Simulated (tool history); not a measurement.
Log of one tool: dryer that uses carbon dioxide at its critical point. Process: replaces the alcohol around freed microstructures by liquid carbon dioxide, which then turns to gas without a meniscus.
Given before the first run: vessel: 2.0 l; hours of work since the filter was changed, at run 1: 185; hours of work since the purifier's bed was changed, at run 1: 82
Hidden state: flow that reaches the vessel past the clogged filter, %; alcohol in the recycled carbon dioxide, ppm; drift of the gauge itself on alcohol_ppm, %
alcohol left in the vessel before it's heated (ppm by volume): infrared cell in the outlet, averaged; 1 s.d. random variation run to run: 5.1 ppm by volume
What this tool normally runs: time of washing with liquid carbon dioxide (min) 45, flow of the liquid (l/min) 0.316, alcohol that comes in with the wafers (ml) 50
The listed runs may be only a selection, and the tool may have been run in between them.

run   hour  time of washing with liquid carbon dioxide (min)  flow of the liquid (l/min)  alcohol that comes in with the wafers (ml)  hours of work since the filter was changed  hours of work since the purifier's bed was changed  alcohol left in the vessel before it's heated (ppm by volume)
  1    0.0                                                45                       0.316                                          50                                         185                                                  82                                                            102
  2    4.9                                                45                       0.316                                          69                                         189                                                  86                                                            140
  3   12.9                                                45                       0.316                                          69                                         194                                                  91                                                            138
  4   21.3                                                32                       0.316                                          50                                         200                                                  97                                                            483
  5   30.5                                                32                       0.316                                          50                                         207                                                 104                                                            486
  6   40.5                                                36                       0.316                                          50                                         214                                                 111                                                            298
  7   45.0                                                45                       0.256                                          50                                         217                                                 114                                                            272
  8   52.9                                                45                       0.256                                          50                                         223                                                 120                                                            283
  9   62.8                                                45                       0.256                                          50                                         230                                                 127                                                            271
 10   71.2                                                45                       0.316                                          50                                         236                                                 133                                                            114
 11   81.3                                                45                       0.316                                          50                                         243                                                 140                                                            114
 12   91.0                                                45                       0.316                                          50                                         250                                                 147                                                            117
 13   99.4                                                45                       0.316                                          50                                         256                                                 153                                                            120
 14  106.7                                                45                       0.316                                          41                                         261                                                 158                                                             99
     112.8  -- inlet filter changed
 15  116.0                                                45                       0.316                                          41                                           2                                                 164                                                             68
 16  120.7                                                45                       0.316                                          50                                           6                                                 167                                                             80
 17  127.3                                                39                       0.427                                          21                                          10                                                 172                                                             29
 18  134.0                                                39                       0.427                                          21                                          15                                                 177                                                             40
 19  141.6                                                39                       0.406                                          23                                          20                                                 182                                                             40
 20  149.9                                                39                       0.406                                          23                                          26                                                 188                                                             36
 21  159.2                                                39                       0.406                                          23                                          33                                                 195                                                             22
 22  164.5                                                64                       0.344                                          22                                          37                                                 198                                                             25
 23  169.7                                                38                       0.196                                          50                                          40                                                 202                                                           1023
 24  175.1                                                45                       0.316                                          89                                          44                                                 206                                                            129
 25  181.6                                                45                       0.377                                          36                                          49                                                 210                                                             35
 26  191.7                                                45                       0.377                                          36                                          56                                                 218                                                             29
 27  201.5                                                45                       0.377                                          36                                          63                                                 225                                                             34
 28  207.9                                                45                       0.377                                          36                                          68                                                 229                                                             45
 29  217.5                                                33                       0.353                                          36                                          74                                                 236                                                            168
 30  224.1                                                33                       0.417                                          36                                          79                                                 241                                                             81
 31  229.2                                                33                       0.417                                          36                                          83                                                 244                                                             94
 32  237.4                                                67                       0.270                                          91                                          88                                                 250                                                             49

4 options for the next run, each taken on its own from the tool as it stands now. Forecast them:
  A  246.6                                                67                       0.208                                          56                                          95                                                 257                                                              ?
  B  246.6                                                67                       0.270                                          29                                          95                                                 257                                                              ?
  C  246.6                                                46                       0.270                                          91                                          95                                                 257                                                              ?
  D  246.6                                                31                       0.226                                          91                                          95                                                 257                                                              ?

run  alcohol left in the vessel before it's heated (ppm by volume)
  A                                                             94
  B                                                             28
  C                                                            285
  D                                                           2444
Stripped of hidden state, with their random variation kept, the same runs would have yielded:
run  alcohol left in the vessel before it's heated (ppm by volume)
  A                                                             61
  B                                                             10
  C                                                            213
  D                                                           2122

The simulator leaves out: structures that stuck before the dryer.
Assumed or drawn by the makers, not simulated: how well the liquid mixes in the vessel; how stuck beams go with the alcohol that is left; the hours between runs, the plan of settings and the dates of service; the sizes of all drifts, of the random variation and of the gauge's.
